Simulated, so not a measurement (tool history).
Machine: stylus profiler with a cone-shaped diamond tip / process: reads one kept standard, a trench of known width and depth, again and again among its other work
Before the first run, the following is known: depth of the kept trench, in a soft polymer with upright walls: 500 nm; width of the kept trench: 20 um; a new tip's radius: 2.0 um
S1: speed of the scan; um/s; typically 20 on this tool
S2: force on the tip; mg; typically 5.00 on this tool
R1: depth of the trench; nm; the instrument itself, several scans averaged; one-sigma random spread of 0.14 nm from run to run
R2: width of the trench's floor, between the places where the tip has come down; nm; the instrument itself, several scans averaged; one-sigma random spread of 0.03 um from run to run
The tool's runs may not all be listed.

run	hour	S1	S2	R1	R2
1	0.0	20	5.00	507.53	16770
2	25.1	20	5.59	508.38	16740
3	69.9	20	5.59	508.47	16710
4	107.3	20	5.59	508.44	16760
5	129.6	20	5.59	508.41	16750
6	156.8	14	5.43	508.45	16720
7	175.4	14	5.43	508.33	16710

Run 8 comes next. What will it give?
8	194.6	12	5.81	?	?

{"run 8": {"R1": 508.61, "R2": 16730}}
With the hidden condition absent and the run-to-run variation left alone, this run would have shown R1 507.71 nm, R2 17350 nm.

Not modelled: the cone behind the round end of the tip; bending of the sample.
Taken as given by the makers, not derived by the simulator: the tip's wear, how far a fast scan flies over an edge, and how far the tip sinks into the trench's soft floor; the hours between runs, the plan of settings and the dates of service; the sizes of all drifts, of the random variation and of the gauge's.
